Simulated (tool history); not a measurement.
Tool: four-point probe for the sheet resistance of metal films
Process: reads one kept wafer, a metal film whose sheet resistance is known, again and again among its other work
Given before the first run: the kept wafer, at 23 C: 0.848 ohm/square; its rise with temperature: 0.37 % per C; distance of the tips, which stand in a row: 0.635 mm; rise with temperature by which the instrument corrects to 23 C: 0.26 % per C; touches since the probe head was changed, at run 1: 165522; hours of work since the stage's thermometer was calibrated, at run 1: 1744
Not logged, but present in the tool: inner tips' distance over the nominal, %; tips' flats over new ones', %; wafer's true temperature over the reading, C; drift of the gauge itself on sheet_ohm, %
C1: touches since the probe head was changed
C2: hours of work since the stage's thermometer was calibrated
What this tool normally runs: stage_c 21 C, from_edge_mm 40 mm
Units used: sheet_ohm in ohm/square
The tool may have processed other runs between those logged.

Run 1, hour 0: usual settings; C1 165522; C2 1744. Result: sheet_ohm 0.846438 ohm/square.
Run 2, hour 34.5: usual settings but stage_c 27 C; C1 167370; C2 1766. Result: sheet_ohm 0.851661 ohm/square.
Run 3, hour 105.2: usual settings but from_edge_mm 10 mm; C1 171152; C2 1812. Result: sheet_ohm 0.848014 ohm/square.
Run 4, hour 138.1: usual settings but from_edge_mm 10 mm; C1 172914; C2 1833. Result: sheet_ohm 0.847745 ohm/square.
Run 5, hour 181.1: usual settings but from_edge_mm 10 mm; C1 175216; C2 1861. Result: sheet_ohm 0.848079 ohm/square.
Run 6, hour 233.6: usual settings but from_edge_mm 49 mm; C1 178027; C2 1895. Result: sheet_ohm 0.845857 ohm/square.
Run 7, hour 308.8: usual settings but from_edge_mm 49 mm; C1 182048; C2 1944. Result: sheet_ohm 0.84627 ohm/square.
Run 8, hour 342.9: usual settings but stage_c 31 C; C1 183875; C2 1966. Result: sheet_ohm 0.854643 ohm/square.
Run 9, hour 410.2: usual settings but stage_c 18 C; C1 187478; C2 2010. Result: sheet_ohm 0.843521 ohm/square.
Run 10, hour 455: usual settings; C1 189875; C2 2039. Result: sheet_ohm 0.8461 ohm/square.
Run 11, hour 498.7: usual settings; C1 192212; C2 2067. Result: sheet_ohm 0.846125 ohm/square.
Run 12, hour 552.9: usual settings; C1 195113; C2 2102. Result: sheet_ohm 0.846156 ohm/square.
Run 13, hour 603.7: usual settings but stage_c 25 C; C1 197835; C2 2135. Result: sheet_ohm 0.849741 ohm/square.
Run 14, hour 651.1: usual settings but stage_c 25 C; C1 200372; C2 2166. Result: sheet_ohm 0.849613 ohm/square.
Run 15, hour 682.4: usual settings but stage_c 25 C; C1 202046; C2 2186. Result: sheet_ohm 0.849757 ohm/square.
Run 16, hour 749.1: usual settings but stage_c 25 C; C1 205614; C2 2230. Result: sheet_ohm 0.849619 ohm/square.
Run 17, hour 797.5: usual settings but stage_c 22 C; C1 208207; C2 2261. Result: sheet_ohm 0.84692 ohm/square.
Run 18, hour 870.7: usual settings; C1 212126; C2 2309. Result: sheet_ohm 0.846445 ohm/square.
Run 19, hour 911.1: usual settings; C1 214285; C2 2335. Result: sheet_ohm 0.846503 ohm/square.
Run 20, hour 959.8: usual settings; C1 216894; C2 2366. Result: sheet_ohm 0.846262 ohm/square.
Run 21, hour 1021.9: usual settings but from_edge_mm 65 mm; C1 220217; C2 2407. Result: sheet_ohm 0.845815 ohm/square.
Run 22, hour 1083.4: usual settings but from_edge_mm 65 mm; C1 223508; C2 2446. Result: sheet_ohm 0.84609 ohm/square.
At hour 1141.8: new probe head fitted.
Run 23, hour 1159.5: usual settings but from_edge_mm 6 mm; C1 951; C2 2495. Result: sheet_ohm 0.851537 ohm/square.
Run 24, hour 1221.9: usual settings but stage_c 20 C, from_edge_mm 16 mm; C1 4288; C2 2536. Result: sheet_ohm 0.846252 ohm/square.
Run 25, hour 1269.4: usual settings but stage_c 19 C, from_edge_mm 68 mm; C1 6833; C2 2566. Result: sheet_ohm 0.844792 ohm/square.
Run 26, hour 1316.5: usual settings but stage_c 19 C, from_edge_mm 5 mm; C1 9353; C2 2597. Result: sheet_ohm 0.851908 ohm/square.
Run 27, hour 1388.4: usual settings but stage_c 29 C, from_edge_mm 13 mm; C1 13202; C2 2644. Result: sheet_ohm 0.854464 ohm/square.
Run 28, hour 1449.3: usual settings but stage_c 25 C, from_edge_mm 13 mm; C1 16459; C2 2683. Result: sheet_ohm 0.851342 ohm/square.
Run 29, hour 1492.6: usual settings but stage_c 34 C; C1 18775; C2 2711. Result: sheet_ohm 0.8582 ohm/square.
Run 30, hour 1524.9: usual settings but stage_c 31 C, from_edge_mm 68 mm; C1 20507; C2 2732. Result: sheet_ohm 0.855093 ohm/square.
Run 31, hour 1563.1: usual settings but stage_c 31 C, from_edge_mm 68 mm; C1 22551; C2 2757. Result: sheet_ohm 0.855342 ohm/square.
Run 32, hour 1633.4: usual settings but stage_c 31 C, from_edge_mm 68 mm; C1 26312; C2 2802. Result: sheet_ohm 0.855286 ohm/square.
Run 33, hour 1708.8: usual settings but stage_c 27 C, from_edge_mm 53 mm; C1 30346; C2 2851. Result: sheet_ohm 0.851696 ohm/square.
Run 34, hour 1779.6: usual settings but stage_c 27 C, from_edge_mm 53 mm; C1 34139; C2 2897. Result: sheet_ohm 0.851538 ohm/square.
Run 35, hour 1817.8: usual settings but stage_c 29 C, from_edge_mm 56 mm; C1 36185; C2 2922. Result: sheet_ohm 0.853372 ohm/square.
Run 36, hour 1876.8: usual settings but from_edge_mm 26 mm; C1 39343; C2 2960. Result: sheet_ohm 0.846553 ohm/square.
At hour 1889.7: stage's thermometer calibrated.
Run 37, hour 1916.4: usual settings but stage_c 22 C, from_edge_mm 63 mm; C1 41435; C2 17. Result: sheet_ohm 0.847315 ohm/square.
Run 38, hour 1967.4: usual settings but stage_c 30 C, from_edge_mm 39 mm; C1 44161; C2 50. Result: sheet_ohm 0.85412 ohm/square.
Run 39, hour 2003: usual settings but stage_c 30 C, from_edge_mm 39 mm; C1 46070; C2 74. Result: sheet_ohm 0.854691 ohm/square.
Run 40, hour 2038.7: usual settings but stage_c 23 C, from_edge_mm 39 mm; C1 47977; C2 97. Result: sheet_ohm 0.848061 ohm/square.
Run 41, hour 2080.8: usual settings but stage_c 23 C, from_edge_mm 39 mm; C1 50232; C2 124. Result: sheet_ohm 0.848355 ohm/square.
Run 42, hour 2121.1: usual settings but stage_c 23 C, from_edge_mm 39 mm; C1 52387; C2 150. Result: sheet_ohm 0.848281 ohm/square.
Run 43, hour 2154: usual settings but stage_c 23 C, from_edge_mm 39 mm; C1 54153; C2 171. Result: sheet_ohm 0.848451 ohm/square.

What does the tool deliver on the next run?
Run 44, hour 2194: usual settings but stage_c 23 C, from_edge_mm 23 mm; C1 56291; C2 197. Result: sheet_ohm ?.

sheet_ohm: 0.848198 ohm/square
The same run, on a tool lacking any hidden state, would have yielded sheet_ohm 0.848021 ohm/square.
